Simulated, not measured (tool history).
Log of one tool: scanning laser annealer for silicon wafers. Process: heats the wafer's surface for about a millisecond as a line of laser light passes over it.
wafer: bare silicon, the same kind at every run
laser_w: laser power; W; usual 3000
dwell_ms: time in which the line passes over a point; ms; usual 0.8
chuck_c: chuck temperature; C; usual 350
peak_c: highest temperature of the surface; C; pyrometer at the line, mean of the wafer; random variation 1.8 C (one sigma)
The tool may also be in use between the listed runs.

run   hour  laser_w  dwell_ms  chuck_c  peak_c
  1      0     3000       0.8      350    1073
  2     29     3000       0.8      323    1045
  3   58.3     3000       0.8      323    1047
  4   93.8     3000       0.8      339    1063
  5  118.3     2750       0.8      350    1014
  6  161.2     2750       0.8      313     980
  7  188.7     3000       0.8      340    1063
     193.5  -- window over the wafer cleaned
  8  214.7     3000       0.8      350    1066
  9  238.4     2630       0.8      350     983
 10  281.4     3000       0.8      370    1082
 11  304.1     3000       0.8      370    1085
 12  346.1     3000      0.81      350    1071
 13    365     2621     0.822      325     965
     379.8  -- window over the wafer cleaned, once more
 14  393.6     3028     0.822      330    1073
 15  421.3     3028     0.822      330    1073
 16  440.6     3250     0.598      367    1035
 17    480     3250     0.707      367    1097
 18  516.1     2676     0.614      367     929
 19  536.4     2692     0.942      315    1026
 20  571.8     2565     0.796      351     973
 21  613.6     2783     0.626      311     900
 22  634.2     2783     0.626      311     900
 23  667.7     2624      0.64      375     939
 24  689.3     2845     0.625      389     989

3 ways to go on from here, each from the tool as it stands after run 24. What would each give?
  A  732.4     3000     0.645      350       ?
  B  732.4     2900     0.737      310       ?
  C  732.4     3181     0.807      371       ?

run  peak_c
  A     989
  B     975
  C    1132
Without the tool's hidden state the same runs would have given:
run  peak_c
  A    1001
  B     988
  C    1147
